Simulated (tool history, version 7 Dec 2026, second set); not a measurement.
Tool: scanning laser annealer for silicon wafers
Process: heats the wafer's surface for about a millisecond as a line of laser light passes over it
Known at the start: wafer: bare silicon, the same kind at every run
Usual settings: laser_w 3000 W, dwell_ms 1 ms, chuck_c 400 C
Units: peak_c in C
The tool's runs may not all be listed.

| run | hour | laser_w | dwell_ms | chuck_c | peak_c |
|---|---|---|---|---|---|
| 1 | 0 | 3000 | 1 | 400 | 1057 |
|  | 26 | window over the wafer cleaned |
| 2 | 28.4 | 3000 | 1 | 400 | 1095 |
| 3 | 69 | 3000 | 1 | 400 | 1092 |
| 4 | 98.2 | 3000 | 1 | 400 | 1089 |
|  | 112.3 | optics aligned, line set to its width |
| 5 | 132.2 | 2708 | 1 | 400 | 1020 |
| 6 | 174 | 3000 | 1 | 400 | 1109 |
| 7 | 211.6 | 3000 | 1 | 400 | 1107 |
| 8 | 238.6 | 3000 | 1 | 400 | 1104 |
| 9 | 280.6 | 3000 | 1 | 400 | 1105 |
| 10 | 300.2 | 3000 | 1 | 400 | 1101 |
| 11 | 318.8 | 3000 | 1 | 400 | 1103 |
| 12 | 342.9 | 3000 | 1.03 | 400 | 1112 |
| 13 | 381.5 | 3000 | 1 | 368 | 1066 |
| 14 | 416.8 | 2784 | 1 | 400 | 1031 |
| 15 | 442.5 | 2784 | 1 | 400 | 1031 |
| 16 | 486.6 | 3000 | 1 | 400 | 1098 |
| 17 | 506.3 | 3000 | 1 | 400 | 1090 |
| 18 | 541.9 | 3000 | 1 | 400 | 1090 |
|  | 547.7 | laser's power meter calibrated |
| 19 | 574.1 | 3000 | 1 | 400 | 1089 |
| 20 | 595.8 | 3000 | 1 | 400 | 1087 |
| 21 | 621.1 | 3000 | 1 | 421 | 1110 |
| 22 | 640.3 | 3000 | 1 | 421 | 1106 |
| 23 | 676 | 3000 | 1 | 421 | 1103 |
| 24 | 695.7 | 3000 | 1 | 421 | 1104 |
| 25 | 713.6 | 3159 | 1.15 | 386 | 1176 |
| 26 | 737.7 | 3159 | 1.15 | 386 | 1173 |
|  | 754.9 | laser's power meter calibrated, once more |
| 27 | 762.7 | 3159 | 1.15 | 386 | 1180 |
| 28 | 788.5 | 3159 | 1.15 | 386 | 1177 |
| 29 | 819.1 | 2916 | 1 | 427 | 1084 |
| 30 | 849.1 | 2916 | 1 | 427 | 1085 |
| 31 | 893.4 | 2916 | 1 | 427 | 1080 |
| 32 | 921.7 | 3000 | 1.09 | 400 | 1110 |
| 33 | 954.2 | 3000 | 0.83 | 418 | 1031 |
| 34 | 978.6 | 2826 | 0.95 | 436 | 1045 |
| 35 | 1001.5 | 2826 | 0.95 | 436 | 1043 |
| 36 | 1024.9 | 2826 | 0.95 | 436 | 1044 |
| 37 | 1065 | 3000 | 1.08 | 365 | 1063 |
| 38 | 1092.3 | 3000 | 1.08 | 365 | 1063 |
|  | 1110.1 | window over the wafer cleaned |
| 39 | 1112.5 | 3000 | 0.71 | 400 | 986 |
| 40 | 1132.1 | 3000 | 1.11 | 400 | 1144 |
| 41 | 1155.3 | 3000 | 1.11 | 400 | 1146 |

Hidden state or all else? Some run-to-run changes of peak_c, split into what the settings, what came in and random variation would give without the hidden state, and what is left for the hidden state (with any gauge scatter that isn't in both results):
The hidden state here: light that passes the window, % of a clean one's; laser's true power over the reading, %; width of the line over the set one, %; drift of the gauge itself on peak_c, C.
Run 1 -> 2: window over the wafer cleaned. peak_c +38 C: hidden state +34, all else +4.
Run 4 -> 5: laser_w 3000 -> 2708, optics aligned, line set to its width. peak_c -69 C: hidden state +21, all else -90.
Run 5 -> 6: laser_w 2708 -> 3000. peak_c +89 C: hidden state -2, all else +91.
Run 28 -> 29: laser_w 3159 -> 2916, dwell_ms 1.15 -> 1, chuck_c 386 -> 427. peak_c -93 C: hidden state +5, all else -98.
Run 38 -> 39: dwell_ms 1.08 -> 0.71, chuck_c 365 -> 400, window over the wafer cleaned. peak_c -77 C: hidden state +39, all else -116.
Run 39 -> 40: dwell_ms 0.71 -> 1.11. peak_c +158 C: hidden state -4, all else +162.

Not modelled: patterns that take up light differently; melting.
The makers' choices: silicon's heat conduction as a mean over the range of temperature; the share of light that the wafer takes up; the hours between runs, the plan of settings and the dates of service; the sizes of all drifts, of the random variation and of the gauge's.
